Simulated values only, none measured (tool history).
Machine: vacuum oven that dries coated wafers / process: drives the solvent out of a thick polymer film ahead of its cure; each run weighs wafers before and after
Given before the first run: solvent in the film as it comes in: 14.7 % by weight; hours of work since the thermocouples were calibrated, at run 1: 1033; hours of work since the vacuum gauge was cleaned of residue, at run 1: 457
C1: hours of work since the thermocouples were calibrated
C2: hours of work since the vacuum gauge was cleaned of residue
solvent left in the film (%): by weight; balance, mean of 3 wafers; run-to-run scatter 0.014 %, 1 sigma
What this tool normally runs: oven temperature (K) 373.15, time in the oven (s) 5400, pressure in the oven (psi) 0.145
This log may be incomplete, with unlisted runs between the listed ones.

Run 1, hour 0: usual settings; C1 1033; C2 457. Result: solvent left in the film (%) 1.4.
Run 2, hour 51.2: usual settings but pressure in the oven (psi) 0.506; C1 1072; C2 496. Result: solvent left in the film (%) 2.31.
Run 3, hour 102.9: usual settings but pressure in the oven (psi) 0.506; C1 1111; C2 535. Result: solvent left in the film (%) 2.27.
Run 4, hour 155: usual settings but pressure in the oven (psi) 0.506; C1 1151; C2 574. Result: solvent left in the film (%) 2.3.
Run 5, hour 204: usual settings but pressure in the oven (psi) 0.096; C1 1188; C2 611. Result: solvent left in the film (%) 1.27.
Run 6, hour 236.4: usual settings but oven temperature (K) 383.15; C1 1212; C2 636. Result: solvent left in the film (%) 0.55.
At hour 253.8: oven's thermocouples calibrated.
Run 7, hour 270.9: usual settings but oven temperature (K) 383.15; C1 13; C2 661. Result: solvent left in the film (%) 0.57.
Run 8, hour 332.2: usual settings but oven temperature (K) 383.15; C1 59; C2 707. Result: solvent left in the film (%) 0.57.
Run 9, hour 371.1: usual settings; C1 89; C2 737. Result: solvent left in the film (%) 1.41.
Run 10, hour 440.9: usual settings; C1 142; C2 790. Result: solvent left in the film (%) 1.39.
Run 11, hour 476.7: usual settings; C1 169; C2 817. Result: solvent left in the film (%) 1.41.
Run 12, hour 522.1: usual settings but pressure in the oven (psi) 0.348; C1 204; C2 851. Result: solvent left in the film (%) 1.9.
Run 13, hour 575.8: usual settings but oven temperature (K) 367.15; C1 244; C2 892. Result: solvent left in the film (%) 2.24.
Run 14, hour 623.9: usual settings but oven temperature (K) 367.15; C1 281; C2 929. Result: solvent left in the film (%) 2.25.
Run 15, hour 685.2: usual settings but pressure in the oven (psi) 0.165; C1 327; C2 975. Result: solvent left in the film (%) 1.46.
Run 16, hour 733: usual settings but oven temperature (K) 381.15, time in the oven (s) 2940, pressure in the oven (psi) 0.075; C1 364; C2 1011. Result: solvent left in the film (%) 2.
Run 17, hour 786: usual settings but oven temperature (K) 381.15, time in the oven (s) 3540, pressure in the oven (psi) 0.075; C1 404; C2 1052. Result: solvent left in the film (%) 1.46.
Run 18, hour 841.2: usual settings but oven temperature (K) 371.15, time in the oven (s) 6600, pressure in the oven (psi) 0.197; C1 446; C2 1093. Result: solvent left in the film (%) 1.31.
Run 19, hour 884.9: usual settings but oven temperature (K) 371.15, time in the oven (s) 6600, pressure in the oven (psi) 0.197; C1 479; C2 1127. Result: solvent left in the film (%) 1.33.
Run 20, hour 937.5: usual settings but oven temperature (K) 380.15, time in the oven (s) 5100, pressure in the oven (psi) 0.348; C1 519; C2 1167. Result: solvent left in the film (%) 1.25.
Run 21, hour 968.3: usual settings but oven temperature (K) 376.15, time in the oven (s) 8520, pressure in the oven (psi) 0.524; C1 542; C2 1190. Result: solvent left in the film (%) 1.4.
Run 22, hour 1014.5: usual settings but oven temperature (K) 376.15, time in the oven (s) 8520, pressure in the oven (psi) 0.524; C1 577; C2 1225. Result: solvent left in the film (%) 1.41.
Run 23, hour 1081.6: usual settings but oven temperature (K) 376.15, time in the oven (s) 8520, pressure in the oven (psi) 0.524; C1 628; C2 1276. Result: solvent left in the film (%) 1.38.
Run 24, hour 1148.5: usual settings but oven temperature (K) 376.15, time in the oven (s) 8520, pressure in the oven (psi) 0.524; C1 679; C2 1327. Result: solvent left in the film (%) 1.41.
Run 25, hour 1211.9: usual settings but oven temperature (K) 370.15, time in the oven (s) 3060, pressure in the oven (psi) 0.106; C1 727; C2 1375. Result: solvent left in the film (%) 3.75.
Run 26, hour 1277.4: usual settings but oven temperature (K) 370.15, time in the oven (s) 3060, pressure in the oven (psi) 0.106; C1 777; C2 1424. Result: solvent left in the film (%) 3.77.
Run 27, hour 1322.5: usual settings but oven temperature (K) 370.15, time in the oven (s) 3060, pressure in the oven (psi) 0.106; C1 811; C2 1459. Result: solvent left in the film (%) 3.76.
Run 28, hour 1374.1: usual settings but time in the oven (s) 9300; C1 850; C2 1498. Result: solvent left in the film (%) 0.57.

Branching from run 28: 3 alternative next runs. What would each branch give?
Run A, hour 1412.3: usual settings but time in the oven (s) 7440, pressure in the oven (psi) 0.57; C1 879; C2 1527. Result: solvent left in the film (%) ?.
Run B, hour 1412.3: usual settings but oven temperature (K) 370.15, time in the oven (s) 9300; C1 879; C2 1527. Result: solvent left in the film (%) ?.
Run C, hour 1412.3: usual settings but time in the oven (s) 9300, pressure in the oven (psi) 0.39; C1 879; C2 1527. Result: solvent left in the film (%) ?.

run  solvent left in the film (%)
  A                          1.89
  B                          0.74
  C                          1.21
With the hidden condition removed and each run's random variation left untouched, the same runs would have given:
run  solvent left in the film (%)
  A                          1.89
  B                          0.74
  C                          1.21
